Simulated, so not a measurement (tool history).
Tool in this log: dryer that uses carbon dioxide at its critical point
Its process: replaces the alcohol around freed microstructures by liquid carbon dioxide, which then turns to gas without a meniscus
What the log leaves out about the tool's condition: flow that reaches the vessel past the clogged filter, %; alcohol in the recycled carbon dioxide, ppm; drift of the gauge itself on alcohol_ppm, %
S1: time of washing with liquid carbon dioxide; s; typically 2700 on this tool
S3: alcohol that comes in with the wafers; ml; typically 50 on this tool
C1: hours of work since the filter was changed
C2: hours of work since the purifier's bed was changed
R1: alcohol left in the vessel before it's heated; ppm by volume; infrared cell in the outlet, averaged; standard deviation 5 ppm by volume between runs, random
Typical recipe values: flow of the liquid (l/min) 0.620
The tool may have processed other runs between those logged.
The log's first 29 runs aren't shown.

Run 30, hour 1504.7: usual settings but S1 2580 s, flow of the liquid (l/min) 0.581, S3 74 ml; C1 202; C2 115. Result: R1 108 ppm by volume.
Run 31, hour 1540.8: usual settings but S1 3060 s, flow of the liquid (l/min) 0.487, S3 109 ml; C1 217; C2 130. Result: R1 151 ppm by volume.
Run 32, hour 1610.5: usual settings but S1 3060 s, flow of the liquid (l/min) 0.653, S3 112 ml; C1 247; C2 160. Result: R1 64 ppm by volume.
Run 33, hour 1656.5: usual settings but S1 1860 s; C1 266; C2 179. Result: R1 238 ppm by volume.
Run 34, hour 1708.8: usual settings but S1 1860 s, flow of the liquid (l/min) 0.469, S3 58 ml; C1 289; C2 202. Result: R1 695 ppm by volume.
Run 35, hour 1746.7: usual settings but S1 1860 s, flow of the liquid (l/min) 0.503, S3 38 ml; C1 305; C2 218. Result: R1 389 ppm by volume.
Run 36, hour 1804.3: usual settings but S1 2220 s, flow of the liquid (l/min) 0.570, S3 120 ml; C1 329; C2 242. Result: R1 404 ppm by volume.
Run 37, hour 1848.7: usual settings but S1 2220 s, flow of the liquid (l/min) 0.570, S3 120 ml; C1 348; C2 261. Result: R1 430 ppm by volume.
Run 38, hour 1877.8: usual settings but S1 2220 s, flow of the liquid (l/min) 0.570, S3 120 ml; C1 361; C2 274. Result: R1 429 ppm by volume.
Run 39, hour 1931.4: usual settings but S1 3600 s, flow of the liquid (l/min) 0.436, S3 73 ml; C1 383; C2 296. Result: R1 147 ppm by volume.
Run 40, hour 1972.2: usual settings but flow of the liquid (l/min) 0.749; C1 401; C2 314. Result: R1 87 ppm by volume.
At hour 1993.5: inlet filter changed.
Run 41, hour 2035.3: usual settings but S1 2460 s, flow of the liquid (l/min) 0.749, S3 99 ml; C1 18; C2 340. Result: R1 101 ppm by volume.
Run 42, hour 2074.1: usual settings but S1 3120 s, flow of the liquid (l/min) 0.749, S3 97 ml; C1 34; C2 357. Result: R1 97 ppm by volume.
Run 43, hour 2128.0: usual settings but S1 3120 s, flow of the liquid (l/min) 0.749, S3 97 ml; C1 57; C2 380. Result: R1 88 ppm by volume.
Run 44, hour 2166.6: usual settings but S1 3120 s, flow of the liquid (l/min) 0.749, S3 97 ml; C1 74; C2 396. Result: R1 91 ppm by volume.
Run 45, hour 2216.5: usual settings but S1 1620 s, flow of the liquid (l/min) 0.777; C1 95; C2 417. Result: R1 192 ppm by volume.
Run 46, hour 2283.5: usual settings but S1 3060 s, flow of the liquid (l/min) 0.777, S3 100 ml; C1 123; C2 446. Result: R1 107 ppm by volume.

Here are 3 independent what-if runs from the current tool condition. What would each one return?
Run A, hour 2352.0: usual settings but S1 3720 s, flow of the liquid (l/min) 0.777, S3 83 ml; C1 153; C2 475. Result: R1 ?.
Run B, hour 2352.0: usual settings but S1 3840 s, S3 48 ml; C1 153; C2 475. Result: R1 ?.
Run C, hour 2352.0: usual settings but S1 4080 s, flow of the liquid (l/min) 0.401, S3 83 ml; C1 153; C2 475. Result: R1 ?.

run   R1
  A  107
  B  102
  C  146
Take away the tool's hidden state, keep each run's random variation, and the runs would have read:
run  R1
  A   8
  B   3
  C  37
